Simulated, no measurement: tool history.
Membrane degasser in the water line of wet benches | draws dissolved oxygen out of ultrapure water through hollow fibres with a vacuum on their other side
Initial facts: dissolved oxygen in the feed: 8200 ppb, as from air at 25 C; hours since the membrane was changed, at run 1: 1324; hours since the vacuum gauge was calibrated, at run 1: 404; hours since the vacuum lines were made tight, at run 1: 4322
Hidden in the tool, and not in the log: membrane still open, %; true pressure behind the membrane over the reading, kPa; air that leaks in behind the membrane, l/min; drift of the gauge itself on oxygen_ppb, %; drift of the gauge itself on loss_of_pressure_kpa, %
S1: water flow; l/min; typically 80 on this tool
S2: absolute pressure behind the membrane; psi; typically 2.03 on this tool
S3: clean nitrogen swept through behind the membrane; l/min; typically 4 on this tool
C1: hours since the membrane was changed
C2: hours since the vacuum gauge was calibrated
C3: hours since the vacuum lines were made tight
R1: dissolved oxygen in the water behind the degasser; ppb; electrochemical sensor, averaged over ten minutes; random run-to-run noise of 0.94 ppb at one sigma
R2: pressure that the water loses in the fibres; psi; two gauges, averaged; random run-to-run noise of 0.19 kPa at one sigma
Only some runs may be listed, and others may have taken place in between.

run   hour   S1    S2     S3    C1   C2    C3      R1     R2
  1      0   80  2.03      4  1324  404  4322   462.2  5.292
  2   37.4   80  2.03   2.16  1361  441  4359   756.2  5.262
  3   59.2   80  2.03   2.16  1383  463  4381   755.6  5.256
  4   78.9   80  2.03   2.16  1403  482  4401   756.9  5.308
  5  107.1   80  4.53      4  1431  511  4429  1103.4  5.308
  6  145.8   80  4.79      4  1470  549  4467  1162.9  5.266
  7  174.8   80  2.03      4  1499  578  4497   464.1  5.255
  8  201.2   80  2.03      4  1525  605  4523   462.2   5.29
  9  241.8   80  4.13      4  1566  645  4564  1013.5   5.32
 10  270.9   80  2.03      4  1595  675  4593     464  5.324
 11    308   80  2.03      4  1632  712  4630   462.6  5.285
 12  330.5   80  2.03      4  1654  734  4652   463.8  5.265
 13  360.7  118  2.03   1.63  1685  764  4682  1214.5   7.79
     365.4  -- vacuum gauge calibrated
 14  402.6   80  2.03   7.32  1726   37  4724   273.7  5.272
 15  430.6  105  2.94    2.1  1754   65  4752  1418.6      7
 16  461.6  105  2.94    2.1  1785   96  4783  1417.4  7.011
 17  495.6  105  2.94    2.1  1819  130  4817    1418  6.963
 18  518.3   80  1.65      4  1842  153  4839   358.2  5.324
 19  552.9  110  1.57   1.85  1876  188  4874   777.6  7.274
 20  579.8   74  4.15   1.85  1903  214  4901  1687.7  4.924
 21  599.7   48  4.15   1.85  1923  234  4921  1238.4  3.181
     630.4  -- vacuum gauge calibrated, once more
 22  641.8   80  4.77   9.16  1965   11  4962   582.8  5.316
 23  684.4  104  3.92  10.27  2007   54  5005   539.5  6.933

Below are 4 alternative next runs, each starting from the tool's condition after run 23. Predict each:
  A  715.7  104  3.26  9.47  2039  85  5036   ?   ?
  B  715.7   80   1.7  4.33  2039  85  5036   ?   ?
  C  715.7   90   3.6  9.79  2039  85  5036   ?   ?
  D  715.7   56  2.03     4  2039  85  5036   ?   ?

run     R1     R2
  A    479  6.904
  B  343.5  5.319
  C  452.4  5.981
  D  339.6   3.73
Take away the tool's hidden state, keep each run's random variation, and the runs would have read:
run     R1     R2
  A  477.8  6.794
  B    343  5.233
  C  451.1  5.886
  D  338.8  3.671
